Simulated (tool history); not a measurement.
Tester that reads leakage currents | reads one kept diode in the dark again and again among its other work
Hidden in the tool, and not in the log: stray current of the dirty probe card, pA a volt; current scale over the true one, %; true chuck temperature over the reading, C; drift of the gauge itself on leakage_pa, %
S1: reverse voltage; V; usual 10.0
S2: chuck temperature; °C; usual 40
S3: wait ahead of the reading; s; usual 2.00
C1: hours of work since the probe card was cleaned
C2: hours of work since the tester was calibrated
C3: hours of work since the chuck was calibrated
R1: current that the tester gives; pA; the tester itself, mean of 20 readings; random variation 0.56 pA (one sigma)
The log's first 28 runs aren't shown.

run 29 day=179.704 | S1=4.4 S2=58 S3=0.62 | C1=2282 C2=1919 C3=1043 | R1=474.45
run 30 day=185.688 | S1=4.4 S2=58 S3=0.62 | C1=2362 C2=1999 C3=1122 | R1=470.23
run 31 day=189.246 | S1=4.4 S2=36 S3=1.85 | C1=2409 C2=2047 C3=1170 | R1=78.99
-- day=193.083 probe card cleaned and baked
-- day=193.812 chuck's temperature calibrated
run 32 day=196.146 | S1=4.3 S2=40 S3=2.09 | C1=40 C2=2136 C3=31 | R1=116.61
run 33 day=202.171 | S1=4.3 S2=40 S3=2.09 | C1=120 C2=2216 C3=111 | R1=115.69
run 34 day=209.462 | S1=4.1 S2=40 S3=2.00 | C1=217 C2=2313 C3=209 | R1=111.39
run 35 day=215.392 | S1=4.1 S2=40 S3=2.00 | C1=296 C2=2392 C3=288 | R1=110.65
run 36 day=219.979 | S1=10.0 S2=40 S3=2.56 | C1=357 C2=2453 C3=349 | R1=175.31
run 37 day=228.500 | S1=10.0 S2=40 S3=0.56 | C1=471 C2=2567 C3=462 | R1=177.41
-- day=235.508 tester calibrated
run 38 day=236.433 | S1=2.7 S2=29 S3=0.52 | C1=575 C2=12 C3=567 | R1=33.14
run 39 day=243.908 | S1=2.7 S2=58 S3=0.52 | C1=675 C2=112 C3=666 | R1=379.38
run 40 day=249.350 | S1=3.8 S2=54 S3=0.77 | C1=748 C2=184 C3=739 | R1=325.78

Forecast each of these 3 alternatives for the next run:
run A day=253.592 | S1=1.6 S2=40 S3=2.00 | C1=804 C2=241 C3=795 | R1=?
run B day=253.592 | S1=10.0 S2=40 S3=0.83 | C1=804 C2=241 C3=795 | R1=?
run C day=253.592 | S1=14.5 S2=41 S3=0.85 | C1=804 C2=241 C3=795 | R1=?

run=A R1=62.92
run=B R1=170.52
run=C R1=228.93
Without the tool's hidden state the same runs would have given:
run=A R1=71.38
run=B R1=188.79
run=C R1=252.33

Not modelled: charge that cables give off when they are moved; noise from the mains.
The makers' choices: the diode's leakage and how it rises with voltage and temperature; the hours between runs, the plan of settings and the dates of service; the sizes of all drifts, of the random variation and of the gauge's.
